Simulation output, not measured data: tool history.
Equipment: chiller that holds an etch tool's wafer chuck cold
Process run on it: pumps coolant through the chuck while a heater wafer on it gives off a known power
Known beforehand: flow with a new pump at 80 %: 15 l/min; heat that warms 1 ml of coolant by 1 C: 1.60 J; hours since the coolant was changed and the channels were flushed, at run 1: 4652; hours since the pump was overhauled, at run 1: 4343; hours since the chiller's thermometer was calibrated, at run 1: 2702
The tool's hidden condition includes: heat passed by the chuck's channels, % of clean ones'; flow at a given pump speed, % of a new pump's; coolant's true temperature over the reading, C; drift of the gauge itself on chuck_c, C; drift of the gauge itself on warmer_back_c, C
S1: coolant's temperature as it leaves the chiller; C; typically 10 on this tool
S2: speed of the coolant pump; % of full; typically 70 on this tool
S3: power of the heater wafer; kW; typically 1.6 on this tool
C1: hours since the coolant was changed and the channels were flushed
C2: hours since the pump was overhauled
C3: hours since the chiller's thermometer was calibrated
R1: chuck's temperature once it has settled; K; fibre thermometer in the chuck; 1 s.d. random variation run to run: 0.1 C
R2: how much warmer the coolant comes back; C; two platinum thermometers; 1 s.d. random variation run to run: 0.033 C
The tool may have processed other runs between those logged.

run 1 hour=0 | S1=10 S2=70 S3=1.6 | C1=4652 C2=4343 C3=2702 | R1=297.05 R2=5
run 2 hour=110.2 | S1=10 S2=70 S3=1.6 | C1=4762 C2=4453 C3=2812 | R1=297.15 R2=5.03
run 3 hour=209.6 | S1=10 S2=70 S3=1.6 | C1=4861 C2=4552 C3=2912 | R1=297.15 R2=5.03
run 4 hour=282.3 | S1=6 S2=70 S3=1.6 | C1=4934 C2=4625 C3=2984 | R1=293.15 R2=5.11
run 5 hour=397.8 | S1=6 S2=70 S3=1.6 | C1=5049 C2=4741 C3=3100 | R1=293.25 R2=5.08
run 6 hour=493.1 | S1=6 S2=70 S3=1.6 | C1=5145 C2=4836 C3=3195 | R1=293.25 R2=5.09
run 7 hour=546.7 | S1=17 S2=70 S3=1.6 | C1=5198 C2=4889 C3=3249 | R1=304.45 R2=5.14
run 8 hour=644.9 | S1=17 S2=70 S3=0.879 | C1=5296 C2=4988 C3=3347 | R1=297.85 R2=2.8
run 9 hour=726.3 | S1=17 S2=70 S3=0.879 | C1=5378 C2=5069 C3=3428 | R1=297.95 R2=2.8
run 10 hour=823.2 | S1=10 S2=70 S3=1.6 | C1=5475 C2=5166 C3=3525 | R1=297.35 R2=5.09
run 11 hour=918.5 | S1=10 S2=70 S3=1.354 | C1=5570 C2=5261 C3=3620 | R1=295.15 R2=4.25
run 12 hour=1033.2 | S1=10 S2=70 S3=1.354 | C1=5685 C2=5376 C3=3735 | R1=295.15 R2=4.38
run 13 hour=1146.5 | S1=10 S2=70 S3=1.183 | C1=5798 C2=5489 C3=3848 | R1=293.65 R2=3.77
run 14 hour=1224.3 | S1=10 S2=99 S3=1.6 | C1=5876 C2=5567 C3=3926 | R1=294.35 R2=3.6
-- hour=1278.3 chiller's thermometer calibrated
run 15 hour=1283.6 | S1=10 S2=99 S3=1.6 | C1=5934 C2=5625 C3=5 | R1=294.85 R2=3.61

Run 16, settings as shown, results not yet in. Your forecast:
run 16 hour=1358.8 | S1=10 S2=70 S3=1.434 | C1=6009 C2=5700 C3=80 | R1=? R2=?

{"run 16": {"R1": 296.55, "R2": 4.67}}
Were there no unlogged condition in the tool, this run, its random variation unchanged, would have produced R1 294.05 K, R2 4.14 C.
